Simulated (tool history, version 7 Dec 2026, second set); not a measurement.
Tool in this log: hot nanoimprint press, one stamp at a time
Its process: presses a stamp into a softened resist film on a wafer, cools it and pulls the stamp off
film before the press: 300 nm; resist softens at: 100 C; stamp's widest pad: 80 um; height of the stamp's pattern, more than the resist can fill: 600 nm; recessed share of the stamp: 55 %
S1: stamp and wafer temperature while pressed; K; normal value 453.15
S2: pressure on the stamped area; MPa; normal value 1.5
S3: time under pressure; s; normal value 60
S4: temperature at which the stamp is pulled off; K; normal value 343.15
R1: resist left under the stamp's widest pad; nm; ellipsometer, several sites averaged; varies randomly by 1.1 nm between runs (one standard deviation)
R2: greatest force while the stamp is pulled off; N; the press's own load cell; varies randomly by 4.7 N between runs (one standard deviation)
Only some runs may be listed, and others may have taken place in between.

run 1 hour=0 | S1=453.15 S2=1.5 S3=60 S4=343.15 | R1=161.9 R2=245
run 2 hour=47.7 | S1=453.15 S2=1.5 S3=60 S4=343.15 | R1=162 R2=250
run 3 hour=75.6 | S1=448.15 S2=1.5 S3=60 S4=343.15 | R1=183.7 R2=253
run 4 hour=108.4 | S1=448.15 S2=1.5 S3=60 S4=343.15 | R1=184.5 R2=257
run 5 hour=147.5 | S1=453.15 S2=1.5 S3=60 S4=343.15 | R1=164.9 R2=256
run 6 hour=184.6 | S1=453.15 S2=1.5 S3=60 S4=343.15 | R1=166.1 R2=255
run 7 hour=219.2 | S1=453.15 S2=1.5 S3=60 S4=343.15 | R1=163.4 R2=274
run 8 hour=265.4 | S1=465.15 S2=1.8 S3=103 S4=348.15 | R1=92.3 R2=251
-- hour=289.6 plate thermocouple calibrated
run 9 hour=289.6 | S1=460.15 S2=1.59 S3=66 S4=330.15 | R1=131.3 R2=318
run 10 hour=331.5 | S1=460.15 S2=2.2 S3=66 S4=343.15 | R1=111.3 R2=277
run 11 hour=363.3 | S1=460.15 S2=2.2 S3=66 S4=343.15 | R1=109.6 R2=280
run 12 hour=397.5 | S1=456.15 S2=2.2 S3=66 S4=340.15 | R1=123.1 R2=302

5 ways to go on from here, each from the tool as it stands after run 12. What would each give?
run A hour=430.4 | S1=453.15 S2=1.5 S3=88 S4=341.15 | R1=? R2=?
run B hour=430.4 | S1=456.15 S2=1.3 S3=66 S4=340.15 | R1=? R2=?
run C hour=430.4 | S1=443.15 S2=1.5 S3=60 S4=343.15 | R1=? R2=?
run D hour=430.4 | S1=447.15 S2=0.95 S3=66 S4=343.15 | R1=? R2=?
run E hour=430.4 | S1=456.15 S2=2.2 S3=66 S4=343.15 | R1=? R2=?

run=A R1=146.7 R2=300
run=B R1=159.2 R2=297
run=C R1=205.9 R2=294
run=D R1=220 R2=284
run=E R1=125.1 R2=296
What these runs would have given with no unlogged condition in the tool:
run=A R1=142 R2=237
run=B R1=154.8 R2=234
run=C R1=200.8 R2=233
run=D R1=216.4 R2=225
run=E R1=119.5 R2=234
